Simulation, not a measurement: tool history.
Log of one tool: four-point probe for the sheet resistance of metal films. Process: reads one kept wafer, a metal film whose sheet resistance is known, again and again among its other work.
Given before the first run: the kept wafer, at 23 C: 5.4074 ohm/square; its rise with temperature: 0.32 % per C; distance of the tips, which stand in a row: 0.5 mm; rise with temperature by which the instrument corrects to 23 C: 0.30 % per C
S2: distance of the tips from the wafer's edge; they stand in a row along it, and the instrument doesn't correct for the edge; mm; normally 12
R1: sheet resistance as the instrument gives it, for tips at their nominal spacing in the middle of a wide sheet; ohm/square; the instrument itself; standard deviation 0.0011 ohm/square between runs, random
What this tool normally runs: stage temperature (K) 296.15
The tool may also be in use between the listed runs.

run 1 day=0 | stage_temperature_(K)=296.15 S2=12 | R1=5.379043
run 2 day=0.804 | stage_temperature_(K)=301.15 S2=12 | R1=5.384775
run 3 day=1.271 | stage_temperature_(K)=301.15 S2=12 | R1=5.384379
run 4 day=2.046 | stage_temperature_(K)=301.15 S2=12 | R1=5.383992
run 5 day=2.871 | stage_temperature_(K)=301.15 S2=12 | R1=5.384651
run 6 day=3.958 | stage_temperature_(K)=296.15 S2=12 | R1=5.378565
run 7 day=4.7 | stage_temperature_(K)=308.15 S2=12 | R1=5.391597
run 8 day=5.646 | stage_temperature_(K)=308.15 S2=12 | R1=5.390785
run 9 day=6.162 | stage_temperature_(K)=308.15 S2=12 | R1=5.39264
run 10 day=6.871 | stage_temperature_(K)=296.15 S2=12 | R1=5.379462
run 11 day=7.817 | stage_temperature_(K)=296.15 S2=12 | R1=5.378134
run 12 day=8.383 | stage_temperature_(K)=296.15 S2=12 | R1=5.378361
run 13 day=9.192 | stage_temperature_(K)=296.15 S2=23 | R1=5.374279
run 14 day=10.117 | stage_temperature_(K)=296.15 S2=23 | R1=5.372654
run 15 day=10.971 | stage_temperature_(K)=296.15 S2=23 | R1=5.373094
run 16 day=11.629 | stage_temperature_(K)=296.15 S2=23 | R1=5.373853
run 17 day=12.433 | stage_temperature_(K)=296.15 S2=12 | R1=5.378482
run 18 day=13.442 | stage_temperature_(K)=296.15 S2=12 | R1=5.379109
run 19 day=14.446 | stage_temperature_(K)=296.15 S2=11 | R1=5.379631
run 20 day=14.954 | stage_temperature_(K)=296.15 S2=11 | R1=5.378108
run 21 day=15.708 | stage_temperature_(K)=296.15 S2=10 | R1=5.37992
run 22 day=16.279 | stage_temperature_(K)=296.15 S2=10 | R1=5.37907
run 23 day=17.217 | stage_temperature_(K)=296.15 S2=10 | R1=5.380812
run 24 day=17.733 | stage_temperature_(K)=301.15 S2=28 | R1=5.379759
run 25 day=18.304 | stage_temperature_(K)=292.15 S2=43 | R1=5.367392
run 26 day=19.229 | stage_temperature_(K)=305.15 S2=27 | R1=5.382952
run 27 day=19.771 | stage_temperature_(K)=297.15 S2=20 | R1=5.374564
run 28 day=20.292 | stage_temperature_(K)=292.15 S2=20 | R1=5.370429
run 29 day=21.158 | stage_temperature_(K)=296.15 S2=61 | R1=5.373191
run 30 day=21.667 | stage_temperature_(K)=293.15 S2=61 | R1=5.367845
run 31 day=22.262 | stage_temperature_(K)=291.15 S2=5 | R1=5.394964
run 32 day=23.162 | stage_temperature_(K)=296.15 S2=12 | R1=5.377207
run 33 day=24.138 | stage_temperature_(K)=297.15 S2=5 | R1=5.40203
run 34 day=24.788 | stage_temperature_(K)=297.15 S2=12 | R1=5.37863
run 35 day=25.246 | stage_temperature_(K)=304.15 S2=5 | R1=5.410698
run 36 day=26.004 | stage_temperature_(K)=304.15 S2=5 | R1=5.410235
run 37 day=27.054 | stage_temperature_(K)=303.15 S2=5 | R1=5.408636
run 38 day=27.683 | stage_temperature_(K)=308.15 S2=11 | R1=5.388934
run 39 day=28.783 | stage_temperature_(K)=297.15 S2=53 | R1=5.373801
run 40 day=29.8 | stage_temperature_(K)=291.15 S2=26 | R1=5.367002
run 41 day=30.267 | stage_temperature_(K)=291.15 S2=26 | R1=5.367907
run 42 day=30.854 | stage_temperature_(K)=291.15 S2=26 | R1=5.364833
run 43 day=31.304 | stage_temperature_(K)=292.15 S2=11 | R1=5.371771
run 44 day=32.083 | stage_temperature_(K)=294.15 S2=35 | R1=5.370945
run 45 day=33.038 | stage_temperature_(K)=294.15 S2=34 | R1=5.369091

Here are 4 independent what-if runs from the current tool condition. What would each one return?
run A day=33.9 | stage_temperature_(K)=297.15 S2=34 | R1=?
run B day=33.9 | stage_temperature_(K)=296.15 S2=3 | R1=?
run C day=33.9 | stage_temperature_(K)=306.15 S2=5 | R1=?
run D day=33.9 | stage_temperature_(K)=296.15 S2=21 | R1=?

run=A R1=5.371535
run=B R1=5.448357
run=C R1=5.41196
run=D R1=5.371783
Without the tool's unlogged condition, the same runs would have read:
run=A R1=5.408342
run=B R1=5.485654
run=C R1=5.448997
run=D R1=5.408596
